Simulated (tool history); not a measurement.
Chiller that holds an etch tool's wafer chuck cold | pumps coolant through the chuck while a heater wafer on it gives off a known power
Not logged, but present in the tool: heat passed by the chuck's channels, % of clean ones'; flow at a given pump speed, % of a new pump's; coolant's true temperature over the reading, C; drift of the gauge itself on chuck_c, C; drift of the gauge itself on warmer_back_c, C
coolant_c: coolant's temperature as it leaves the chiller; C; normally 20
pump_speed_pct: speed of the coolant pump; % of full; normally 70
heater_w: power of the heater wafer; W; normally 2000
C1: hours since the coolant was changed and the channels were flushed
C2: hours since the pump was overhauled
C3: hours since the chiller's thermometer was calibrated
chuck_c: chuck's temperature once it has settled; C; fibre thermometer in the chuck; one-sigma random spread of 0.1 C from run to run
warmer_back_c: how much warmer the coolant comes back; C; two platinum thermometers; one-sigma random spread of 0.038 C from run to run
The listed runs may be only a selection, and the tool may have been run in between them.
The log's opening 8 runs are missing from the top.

{"run": 9, "day": 13.867, "coolant_c": 20, "pump_speed_pct": 70, "heater_w": 2000, "C1": 795, "C2": 414, "C3": 2623, "chuck_c": 36.8, "warmer_back_c": 7.9}
{"run": 10, "day": 15.554, "coolant_c": 20, "pump_speed_pct": 74, "heater_w": 2000, "C1": 836, "C2": 455, "C3": 2664, "chuck_c": 35.7, "warmer_back_c": 7.43}
{"run": 11, "day": 17.796, "coolant_c": 20, "pump_speed_pct": 74, "heater_w": 2000, "C1": 889, "C2": 509, "C3": 2718, "chuck_c": 35.8, "warmer_back_c": 7.47}
{"run": 12, "day": 19.662, "coolant_c": 20, "pump_speed_pct": 86, "heater_w": 2000, "C1": 934, "C2": 553, "C3": 2762, "chuck_c": 33.8, "warmer_back_c": 6.29}
{"run": 13, "day": 21.117, "coolant_c": 20, "pump_speed_pct": 70, "heater_w": 2000, "C1": 969, "C2": 588, "C3": 2797, "chuck_c": 36.8, "warmer_back_c": 7.95}
{"run": 14, "day": 23.342, "coolant_c": 20, "pump_speed_pct": 70, "heater_w": 2000, "C1": 1023, "C2": 642, "C3": 2851, "chuck_c": 36.6, "warmer_back_c": 7.89}
{"run": 15, "day": 25.504, "coolant_c": 20, "pump_speed_pct": 70, "heater_w": 2000, "C1": 1074, "C2": 694, "C3": 2903, "chuck_c": 36.6, "warmer_back_c": 7.93}
{"run": 16, "day": 27.696, "coolant_c": 20, "pump_speed_pct": 70, "heater_w": 2000, "C1": 1127, "C2": 746, "C3": 2955, "chuck_c": 36.7, "warmer_back_c": 7.89}
{"run": 17, "day": 28.85, "coolant_c": 13, "pump_speed_pct": 83, "heater_w": 1027, "C1": 1155, "C2": 774, "C3": 2983, "chuck_c": 20.3, "warmer_back_c": 3.38}
{"run": 18, "day": 30.375, "coolant_c": 13, "pump_speed_pct": 83, "heater_w": 1027, "C1": 1191, "C2": 811, "C3": 3020, "chuck_c": 20.3, "warmer_back_c": 3.39}
{"run": 19, "day": 31.983, "coolant_c": 16, "pump_speed_pct": 64, "heater_w": 1571, "C1": 1230, "C2": 849, "C3": 3058, "chuck_c": 30.5, "warmer_back_c": 6.82}
{"run": 20, "day": 33.938, "coolant_c": 15, "pump_speed_pct": 70, "heater_w": 1620, "C1": 1277, "C2": 896, "C3": 3105, "chuck_c": 28.4, "warmer_back_c": 6.37}
{"run": 21, "day": 36.208, "coolant_c": 15, "pump_speed_pct": 70, "heater_w": 1620, "C1": 1331, "C2": 951, "C3": 3160, "chuck_c": 28.4, "warmer_back_c": 6.41}
{"run": 22, "day": 38.571, "coolant_c": 11, "pump_speed_pct": 81, "heater_w": 1304, "C1": 1388, "C2": 1007, "C3": 3216, "chuck_c": 20.3, "warmer_back_c": 4.42}
{"run": 23, "day": 40.579, "coolant_c": 12, "pump_speed_pct": 70, "heater_w": 2023, "C1": 1436, "C2": 1055, "C3": 3264, "chuck_c": 28.8, "warmer_back_c": 7.95}
{"run": 24, "day": 42.838, "coolant_c": 12, "pump_speed_pct": 70, "heater_w": 2023, "C1": 1490, "C2": 1110, "C3": 3319, "chuck_c": 28.9, "warmer_back_c": 8.0}
{"run": 25, "day": 44.012, "coolant_c": 14, "pump_speed_pct": 71, "heater_w": 2000, "C1": 1519, "C2": 1138, "C3": 3347, "chuck_c": 30.4, "warmer_back_c": 7.77}
{"run": 26, "day": 45.375, "coolant_c": 25, "pump_speed_pct": 60, "heater_w": 1766, "C1": 1551, "C2": 1170, "C3": 3379, "chuck_c": 42.1, "warmer_back_c": 8.22}
{"run": 27, "day": 47.346, "coolant_c": 11, "pump_speed_pct": 92, "heater_w": 2173, "C1": 1599, "C2": 1218, "C3": 3427, "chuck_c": 24.8, "warmer_back_c": 6.41}
{"run": 28, "day": 48.758, "coolant_c": 11, "pump_speed_pct": 92, "heater_w": 2173, "C1": 1633, "C2": 1252, "C3": 3461, "chuck_c": 25.0, "warmer_back_c": 6.45}
{"run": 29, "day": 50.058, "coolant_c": 20, "pump_speed_pct": 67, "heater_w": 2000, "C1": 1664, "C2": 1283, "C3": 3492, "chuck_c": 37.4, "warmer_back_c": 8.29}
{"run": 30, "day": 52.079, "coolant_c": 20, "pump_speed_pct": 67, "heater_w": 2000, "C1": 1712, "C2": 1331, "C3": 3540, "chuck_c": 37.5, "warmer_back_c": 8.25}
{"run": 31, "day": 54.079, "coolant_c": 20, "pump_speed_pct": 67, "heater_w": 2000, "C1": 1760, "C2": 1379, "C3": 3588, "chuck_c": 37.3, "warmer_back_c": 8.27}

Predict each of these 3 candidate next runs independently; none follows another, all start after run 31:
{"run": "A", "day": 56.154, "coolant_c": 26, "pump_speed_pct": 64, "heater_w": 1360, "C1": 1810, "C2": 1429, "C3": 3638, "chuck_c": "?", "warmer_back_c": "?"}
{"run": "B", "day": 56.154, "coolant_c": 23, "pump_speed_pct": 67, "heater_w": 2000, "C1": 1810, "C2": 1429, "C3": 3638, "chuck_c": "?", "warmer_back_c": "?"}
{"run": "C", "day": 56.154, "coolant_c": 18, "pump_speed_pct": 85, "heater_w": 1142, "C1": 1810, "C2": 1429, "C3": 3638, "chuck_c": "?", "warmer_back_c": "?"}

run=A chuck_c=38.3 warmer_back_c=5.94
run=B chuck_c=40.4 warmer_back_c=8.36
run=C chuck_c=25.9 warmer_back_c=3.69
Without the tool's unlogged condition, the same runs would have read:
run=A chuck_c=38.3 warmer_back_c=5.94
run=B chuck_c=40.4 warmer_back_c=8.36
run=C chuck_c=25.9 warmer_back_c=3.69
